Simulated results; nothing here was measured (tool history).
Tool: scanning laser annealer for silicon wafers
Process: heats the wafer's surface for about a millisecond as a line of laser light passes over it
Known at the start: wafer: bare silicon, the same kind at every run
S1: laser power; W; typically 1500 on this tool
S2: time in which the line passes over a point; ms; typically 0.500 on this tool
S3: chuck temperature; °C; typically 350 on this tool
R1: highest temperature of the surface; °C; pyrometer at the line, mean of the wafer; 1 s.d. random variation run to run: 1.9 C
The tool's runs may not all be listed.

run	hour	S1	S2	S3	R1
1	0.0	1500	0.500	350	1168
2	35.1	1500	0.500	350	1164
3	94.8	1500	0.500	350	1165
4	131.1	1500	0.500	350	1163
5	177.8	1500	0.500	358	1171
6	210.0	1500	0.500	358	1175
7	253.0	1500	0.536	350	1196
8	309.4	1500	0.500	350	1165
9	340.4	1500	0.396	350	1081
# hour 359.8: window over the wafer cleaned
10	390.0	1500	0.396	350	1082
11	449.4	1500	0.396	350	1080
12	492.0	1500	0.500	350	1167
13	520.4	1500	0.500	350	1163
14	561.2	1500	0.500	350	1166
15	606.4	1619	0.500	350	1256
16	668.4	1420	0.575	350	1160
17	704.0	1353	0.356	323	930
18	757.5	1320	0.468	365	1031
19	786.4	1418	0.500	370	1125
20	840.6	1500	0.536	387	1231
21	868.8	1412	0.500	350	1100
22	898.8	1500	0.598	324	1215
23	926.8	1410	0.598	312	1125
24	972.8	1410	0.464	312	1034
25	1022.6	1544	0.476	369	1194
26	1079.0	1580	0.394	346	1130
27	1118.8	1580	0.394	346	1125

Run 28 is up next; what results do you expect?
28	1162.7	1285	0.500	350	?

{"run 28": {"R1": 1012}}
With no hidden state in the tool, this same run would have given R1 1013 °C.
